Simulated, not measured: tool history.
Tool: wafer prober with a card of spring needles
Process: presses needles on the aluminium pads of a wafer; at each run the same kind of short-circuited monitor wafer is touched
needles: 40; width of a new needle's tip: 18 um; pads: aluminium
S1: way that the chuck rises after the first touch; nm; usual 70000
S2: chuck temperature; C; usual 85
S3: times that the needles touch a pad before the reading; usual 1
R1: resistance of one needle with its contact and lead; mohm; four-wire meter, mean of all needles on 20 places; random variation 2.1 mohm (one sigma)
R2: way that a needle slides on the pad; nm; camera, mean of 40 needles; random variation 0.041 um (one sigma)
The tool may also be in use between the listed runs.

{"run": 1, "hour": 0.0, "S1": 70000, "S2": 85, "S3": 1, "R1": 241, "R2": 16080}
{"run": 2, "hour": 6.4, "S1": 70000, "S2": 85, "S3": 1, "R1": 282, "R2": 16070}
{"hour": 12.0, "done": "tips cleaned on abrasive film"}
{"run": 3, "hour": 15.8, "S1": 70000, "S2": 85, "S3": 1, "R1": 268, "R2": 16060}
{"hour": 23.6, "done": "tips cleaned on abrasive film"}
{"run": 4, "hour": 25.8, "S1": 70000, "S2": 85, "S3": 1, "R1": 255, "R2": 16080}
{"run": 5, "hour": 34.0, "S1": 70000, "S2": 85, "S3": 1, "R1": 300, "R2": 16040}
{"hour": 35.7, "done": "tips cleaned on abrasive film"}
{"run": 6, "hour": 39.6, "S1": 70000, "S2": 85, "S3": 1, "R1": 270, "R2": 16050}
{"hour": 47.3, "done": "tips cleaned on abrasive film"}
{"run": 7, "hour": 48.0, "S1": 70000, "S2": 30, "S3": 1, "R1": 235, "R2": 16000}
{"run": 8, "hour": 55.8, "S1": 70000, "S2": 30, "S3": 1, "R1": 288, "R2": 15930}
{"hour": 59.4, "done": "tips cleaned on abrasive film"}
{"run": 9, "hour": 64.7, "S1": 86000, "S2": 30, "S3": 1, "R1": 251, "R2": 19650}
{"hour": 71.0, "done": "tips cleaned on abrasive film"}
{"run": 10, "hour": 73.6, "S1": 86000, "S2": 30, "S3": 1, "R1": 241, "R2": 19730}
{"run": 11, "hour": 82.0, "S1": 86000, "S2": 30, "S3": 1, "R1": 267, "R2": 19640}
{"hour": 82.9, "done": "tips cleaned on abrasive film"}
{"run": 12, "hour": 92.2, "S1": 86000, "S2": 53, "S3": 1, "R1": 267, "R2": 19550}
{"hour": 94.9, "done": "tips cleaned on abrasive film"}
{"run": 13, "hour": 99.0, "S1": 73000, "S2": 85, "S3": 1, "R1": 272, "R2": 16590}
{"run": 14, "hour": 105.6, "S1": 73000, "S2": 85, "S3": 1, "R1": 303, "R2": 16630}
{"hour": 107.3, "done": "tips cleaned on abrasive film"}
{"run": 15, "hour": 112.3, "S1": 73000, "S2": 85, "S3": 1, "R1": 277, "R2": 16530}
{"hour": 119.2, "done": "tips cleaned on abrasive film"}
{"run": 16, "hour": 120.9, "S1": 73000, "S2": 85, "S3": 1, "R1": 254, "R2": 16470}
{"hour": 128.3, "done": "height of the first contact set anew"}
{"run": 17, "hour": 130.8, "S1": 73000, "S2": 85, "S3": 2, "R1": 270, "R2": 16930}
{"hour": 131.6, "done": "tips cleaned on abrasive film"}
{"run": 18, "hour": 142.5, "S1": 55000, "S2": 85, "S3": 1, "R1": 346, "R2": 12770}
{"hour": 143.7, "done": "tips cleaned on abrasive film"}
{"run": 19, "hour": 154.0, "S1": 64000, "S2": 46, "S3": 1, "R1": 315, "R2": 14840}
{"hour": 155.8, "done": "tips cleaned on abrasive film"}
{"run": 20, "hour": 159.5, "S1": 67000, "S2": 35, "S3": 1, "R1": 263, "R2": 15550}
{"run": 21, "hour": 164.9, "S1": 67000, "S2": 49, "S3": 2, "R1": 266, "R2": 15550}
{"hour": 167.6, "done": "tips cleaned on abrasive film"}
{"run": 22, "hour": 174.6, "S1": 67000, "S2": 49, "S3": 2, "R1": 268, "R2": 15520}
{"hour": 179.9, "done": "tips cleaned on abrasive film"}
{"run": 23, "hour": 182.6, "S1": 67000, "S2": 49, "S3": 2, "R1": 247, "R2": 15540}
{"hour": 192.1, "done": "tips cleaned on abrasive film"}
{"run": 24, "hour": 193.9, "S1": 57000, "S2": 81, "S3": 2, "R1": 258, "R2": 13150}
{"hour": 203.7, "done": "tips cleaned on abrasive film"}
{"run": 25, "hour": 203.7, "S1": 57000, "S2": 81, "S3": 2, "R1": 242, "R2": 13170}
{"run": 26, "hour": 211.7, "S1": 55000, "S2": 120, "S3": 1, "R1": 341, "R2": 12610}
{"hour": 215.7, "done": "tips cleaned on abrasive film"}
{"run": 27, "hour": 219.8, "S1": 78000, "S2": 29, "S3": 3, "R1": 228, "R2": 17990}
{"hour": 227.4, "done": "tips cleaned on abrasive film"}
{"run": 28, "hour": 229.1, "S1": 70000, "S2": 85, "S3": 1, "R1": 256, "R2": 16100}
{"run": 29, "hour": 238.1, "S1": 62000, "S2": 99, "S3": 1, "R1": 335, "R2": 14240}
{"hour": 239.0, "done": "tips cleaned on abrasive film"}
{"run": 30, "hour": 247.5, "S1": 62000, "S2": 99, "S3": 1, "R1": 318, "R2": 14240}
{"hour": 251.2, "done": "tips cleaned on abrasive film"}
{"run": 31, "hour": 254.7, "S1": 68000, "S2": 99, "S3": 1, "R1": 279, "R2": 15620}
{"run": 32, "hour": 260.9, "S1": 68000, "S2": 99, "S3": 2, "R1": 280, "R2": 15580}
{"hour": 262.8, "done": "tips cleaned on abrasive film"}
{"run": 33, "hour": 268.2, "S1": 70000, "S2": 44, "S3": 1, "R1": 282, "R2": 16010}

Measured less the same run without the tool's hidden state. The same run-to-run variation is in both; the gauge's scatter may not be:
The hidden state here: debris on the tips, nm; way that the needles fall short of the set height, um; tips' diameter, um; drift of the gauge itself on contact_mohm, %; drift of the gauge itself on scrub_um, %.
run=1 R1=+8 R2=-240
run=2 R1=+52 R2=-230
run=3 R1=+42 R2=-270
run=4 R1=+26 R2=-290
run=5 R1=+69 R2=-290
run=6 R1=+40 R2=-320
run=7 R1=+17 R2=-350
run=8 R1=+69 R2=-340
run=9 R1=+35 R2=-370
run=10 R1=+23 R2=-390
run=11 R1=+54 R2=-390
run=12 R1=+50 R2=-410
run=13 R1=+40 R2=-440
run=14 R1=+69 R2=-440
run=15 R1=+45 R2=-460
run=16 R1=+24 R2=-490
run=17 R1=+40 R2=+0
run=18 R1=+111 R2=-30
run=19 R1=+89 R2=-50
run=20 R1=+45 R2=-70
run=21 R1=+46 R2=-70
run=22 R1=+41 R2=-110
run=23 R1=+25 R2=-130
run=24 R1=+23 R2=-160
run=25 R1=+10 R2=-180
run=26 R1=+97 R2=-190
run=27 R1=+14 R2=-210
run=28 R1=+25 R2=-230
run=29 R1=+94 R2=-230
run=30 R1=+81 R2=-250
run=31 R1=+44 R2=-290
run=32 R1=+45 R2=-290
run=33 R1=+59 R2=-310
